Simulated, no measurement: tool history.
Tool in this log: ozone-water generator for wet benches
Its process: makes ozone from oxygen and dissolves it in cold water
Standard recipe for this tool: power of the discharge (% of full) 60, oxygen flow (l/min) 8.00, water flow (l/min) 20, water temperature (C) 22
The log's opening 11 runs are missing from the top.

| run | hour | power of the discharge (% of full) | oxygen flow (l/min) | water flow (l/min) | water temperature (C) | hours of work since the electrodes were changed | hours of work since the contactor was cleaned | hours of work since the thermometer was calibrated | dissolved ozone (ppm) | ozone in the gas ahead of the water (g/m3) |
|---|---|---|---|---|---|---|---|---|---|---|
| 12 | 245.6 | 60 | 8.00 | 20 | 15 | 1087 | 1759 | 2814 | 29.2 | 196.7 |
| 13 | 270.7 | 60 | 8.00 | 20 | 15 | 1112 | 1784 | 2839 | 28.8 | 192.0 |
| 14 | 299.5 | 60 | 8.00 | 20 | 15 | 1140 | 1812 | 2867 | 29.0 | 192.5 |
| 15 | 317.3 | 60 | 8.00 | 20 | 15 | 1158 | 1830 | 2884 | 28.6 | 191.4 |
| 16 | 344.8 | 60 | 8.00 | 20 | 15 | 1185 | 1857 | 2912 | 29.0 | 192.0 |
| 17 | 375.9 | 99 | 8.00 | 20 | 22 | 1216 | 1887 | 2942 | 34.8 | 260.8 |
| 18 | 392.7 | 99 | 8.00 | 20 | 22 | 1232 | 1904 | 2959 | 34.8 | 260.3 |
|  | 399.5 | contactor cleaned |
| 19 | 416.8 | 99 | 8.00 | 20 | 22 | 1252 | 17 | 2979 | 33.8 | 264.6 |
| 20 | 448.8 | 80 | 8.00 | 20 | 28 | 1284 | 49 | 3010 | 26.5 | 229.3 |
|  | 459.7 | contactor cleaned, once more |
| 21 | 475.2 | 80 | 8.00 | 20 | 28 | 1306 | 15 | 3032 | 28.0 | 229.5 |
| 22 | 489.5 | 84 | 8.00 | 20 | 22 | 1320 | 29 | 3046 | 32.1 | 236.7 |
| 23 | 510.5 | 84 | 8.00 | 20 | 26 | 1341 | 50 | 3067 | 30.1 | 232.9 |
| 24 | 538.8 | 84 | 8.00 | 20 | 26 | 1368 | 78 | 3095 | 29.6 | 236.1 |
| 25 | 569.3 | 63 | 9.41 | 13 | 22 | 1398 | 108 | 3125 | 31.9 | 180.6 |
| 26 | 587.6 | 86 | 8.00 | 16 | 22 | 1417 | 126 | 3143 | 36.3 | 237.1 |
| 27 | 619.7 | 60 | 11.49 | 17 | 22 | 1448 | 158 | 3175 | 26.5 | 158.6 |
| 28 | 640.2 | 44 | 6.38 | 32 | 29 | 1468 | 178 | 3195 | 14.2 | 176.4 |
| 29 | 659.2 | 44 | 6.38 | 32 | 29 | 1487 | 197 | 3214 | 14.4 | 173.8 |
| 30 | 687.5 | 44 | 6.38 | 32 | 29 | 1515 | 225 | 3241 | 14.0 | 173.5 |
| 31 | 708.6 | 44 | 6.38 | 32 | 29 | 1536 | 245 | 3262 | 14.2 | 175.1 |
| 32 | 737.0 | 44 | 6.38 | 32 | 29 | 1564 | 273 | 3290 | 14.3 | 174.0 |
| 33 | 757.2 | 44 | 6.38 | 32 | 29 | 1584 | 293 | 3310 | 14.4 | 171.4 |

Here are 4 independent what-if runs from the current tool condition. What would each one return?
| A | 773.5 | 98 | 6.38 | 20 | 28 | 1600 | 309 | 3326 | ? | ? |
| B | 773.5 | 49 | 6.38 | 32 | 16 | 1600 | 309 | 3326 | ? | ? |
| C | 773.5 | 53 | 7.65 | 32 | 29 | 1600 | 309 | 3326 | ? | ? |
| D | 773.5 | 44 | 5.19 | 32 | 29 | 1600 | 309 | 3326 | ? | ? |

| run | dissolved ozone (ppm) | ozone in the gas ahead of the water (g/m3) |
|---|---|---|
| A | 31.7 | 287.5 |
| B | 18.1 | 186.5 |
| C | 15.7 | 180.7 |
| D | 14.0 | 193.0 |
With the hidden condition removed and each run's random variation left untouched, the same runs would have given:
| run | dissolved ozone (ppm) | ozone in the gas ahead of the water (g/m3) |
|---|---|---|
| A | 34.9 | 311.8 |
| B | 19.3 | 196.4 |
| C | 16.8 | 190.8 |
| D | 14.9 | 202.2 |

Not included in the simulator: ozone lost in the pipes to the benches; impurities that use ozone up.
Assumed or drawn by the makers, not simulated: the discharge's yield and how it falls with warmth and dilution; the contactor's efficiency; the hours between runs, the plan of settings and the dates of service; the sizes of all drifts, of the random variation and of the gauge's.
